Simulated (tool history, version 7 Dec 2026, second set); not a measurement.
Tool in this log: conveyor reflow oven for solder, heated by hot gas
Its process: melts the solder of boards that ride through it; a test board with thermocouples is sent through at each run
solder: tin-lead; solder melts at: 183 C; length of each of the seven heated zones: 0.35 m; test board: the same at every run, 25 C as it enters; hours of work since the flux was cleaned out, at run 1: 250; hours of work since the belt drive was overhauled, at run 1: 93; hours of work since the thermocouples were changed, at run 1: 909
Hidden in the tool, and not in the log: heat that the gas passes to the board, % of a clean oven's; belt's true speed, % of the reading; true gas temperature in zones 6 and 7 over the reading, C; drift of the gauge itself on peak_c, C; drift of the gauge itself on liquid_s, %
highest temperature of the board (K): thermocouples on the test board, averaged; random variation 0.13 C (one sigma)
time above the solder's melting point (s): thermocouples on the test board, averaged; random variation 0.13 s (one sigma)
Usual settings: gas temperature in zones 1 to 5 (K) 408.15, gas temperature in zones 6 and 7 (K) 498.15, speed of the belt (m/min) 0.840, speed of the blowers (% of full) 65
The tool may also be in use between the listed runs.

run,hour,gas temperature in zones 1 to 5 (K),gas temperature in zones 6 and 7 (K),speed of the belt (m/min),speed of the blowers (% of full),hours of work since the flux was cleaned out,hours of work since the belt drive was overhauled,hours of work since the thermocouples were changed,highest temperature of the board (K),time above the solder's melting point (s)
1,0.0,408.15,498.15,0.840,65,250,93,909,475.65,26.2
2,32.9,408.15,498.15,0.840,65,269,113,928,475.75,26.1
3,63.6,408.15,499.15,0.840,65,288,131,947,476.15,26.6
4,103.6,408.15,499.15,0.840,65,312,155,971,476.45,26.3
5,145.2,408.15,498.15,0.840,65,336,180,995,475.35,25.7
# hour 152.5: belt drive overhauled, speed set with a stopwatch
# hour 181.4: flux residue cleaned out of gas plates and filters
6,188.9,408.15,498.15,0.840,65,4,19,1016,477.65,28.0
7,221.0,408.15,498.15,0.840,65,24,38,1035,477.75,28.1
8,247.4,408.15,498.15,0.840,65,39,54,1051,477.75,28.0
9,282.4,408.15,498.15,0.840,65,60,74,1072,477.45,28.3
# hour 319.7: belt drive overhauled, speed set with a stopwatch, once more
10,325.0,408.15,498.15,0.840,65,83,3,1095,476.95,27.2
11,353.3,408.15,506.15,0.840,65,100,20,1112,483.35,31.9
12,373.1,408.15,506.15,0.840,65,112,32,1123,483.15,31.6
13,403.2,408.15,506.15,0.840,65,130,50,1141,483.45,31.7
# hour 434.7: thermocouples of zones 6 and 7 changed
14,439.6,408.15,498.15,0.712,89,150,70,3,487.05,42.8
15,459.5,408.15,498.15,0.712,89,162,82,15,487.35,42.8
16,495.8,408.15,498.15,0.712,89,184,104,36,487.15,42.7
17,517.4,408.15,498.15,0.712,89,197,117,49,487.25,42.7
18,553.9,408.15,498.15,0.774,89,218,138,71,484.75,37.6
19,576.6,405.15,512.15,0.725,84,232,152,85,497.35,46.1

What would each run have given without the hidden state, its run-to-run variation left as it was?
run,highest temperature of the board (K),time above the solder's melting point (s)
1,476.55,27.2
2,476.75,27.2
3,477.25,27.8
4,477.65,27.6
5,476.75,27.2
6,476.65,27.0
7,476.85,27.2
8,476.85,27.2
9,476.65,27.6
10,476.65,27.1
11,483.15,32.0
12,483.05,31.7
13,483.35,31.8
14,488.05,43.7
15,488.45,43.8
16,488.45,43.8
17,488.55,43.8
18,486.25,38.9
19,499.05,47.1
